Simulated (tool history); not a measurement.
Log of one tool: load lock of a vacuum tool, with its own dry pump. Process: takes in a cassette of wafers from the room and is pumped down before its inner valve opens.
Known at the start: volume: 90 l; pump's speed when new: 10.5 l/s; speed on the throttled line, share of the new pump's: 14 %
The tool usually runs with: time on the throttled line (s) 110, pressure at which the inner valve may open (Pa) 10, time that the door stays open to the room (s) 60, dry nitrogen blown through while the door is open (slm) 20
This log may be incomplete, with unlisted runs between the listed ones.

run    hour  time on the throttled line (s)  pressure at which the inner valve may open (Pa)  time that the door stays open to the room (s)  dry nitrogen blown through while the door is open (slm)  incoming humidity of the room's air, %  time from the closed door until the inner valve may open (s)  rise of the pressure with all valves shut (Pa/min)
  1     0.0                             110                                               10                                             60                                                       20                                    48.1                                                         176.8                                               0.069
  2   161.2                             110                                               10                                             60                                                       20                                    47.6                                                         177.4                                               0.068
  3   410.4                             110                                                8                                             60                                                       20                                    48.8                                                         179.7                                               0.072
  4   629.7                             110                                               10                                             60                                                       22                                    43.7                                                         178.8                                               0.064
  5   927.7                             149                                               10                                             60                                                       22                                    42.3                                                         214.2                                               0.070
  6  1240.3                             149                                               10                                             60                                                       22                                    44.6                                                         214.2                                               0.076
  7  1472.2                             110                                               10                                             60                                                       17                                    47.4                                                         177.5                                               0.080
  8  1661.6                             110                                               10                                             60                                                       20                                    45.7                                                         180.0                                               0.079
  9  1893.5                             110                                               10                                             60                                                       20                                    48.0                                                         180.4                                               0.081
 10  2170.2                             110                                               10                                             60                                                       20                                    44.2                                                         180.4                                               0.079
 11  2365.5                             110                                               10                                             60                                                       20                                    45.3                                                         180.4                                               0.087
 12  2605.3                             118                                                8                                             70                                                       40                                    43.9                                                         191.5                                               0.074
 13  2918.4                              97                                               17                                             60                                                       19                                    45.7                                                         165.3                                               0.087
 14  3198.2                              97                                               17                                             32                                                        6                                    42.7                                                         165.0                                               0.095
 15  3441.9                              97                                               11                                             32                                                        6                                    49.9                                                         172.0                                               0.096
 16  3641.2                             122                                                9                                            209                                                       14                                    43.5                                                         195.1                                               0.148
 17  3808.5                              85                                               10                                             60                                                       20                                    45.8                                                         164.0                                               0.097
 18  4098.6                             119                                               10                                             68                                                       20                                    44.4                                                         192.1                                               0.098

Below, some changes in time from the closed door until the inner valve may open (s) between adjacent runs. For each, the amount present without the hidden state too (settings, incoming material, random variation) and the amount remaining for the hidden state with gauge scatter not shared by both compared results:
The tool's hidden condition here consists of: pump's speed, % of a new pump's; leak at the door's seal, Pa l/s; drift of the gauge itself on ready_s, %; drift of the gauge itself on rise_pa_min, %.
Run 6 -> 7: time on the throttled line (s) 149 -> 110, dry nitrogen blown through while the door is open (slm) 22 -> 17. time from the closed door until the inner valve may open (s) -36.7: hidden state +0.8, all else -37.5.
Run 14 -> 15: pressure at which the inner valve may open (Pa) 17 -> 11. time from the closed door until the inner valve may open (s) +7.0: hidden state +1.1, all else +5.9.
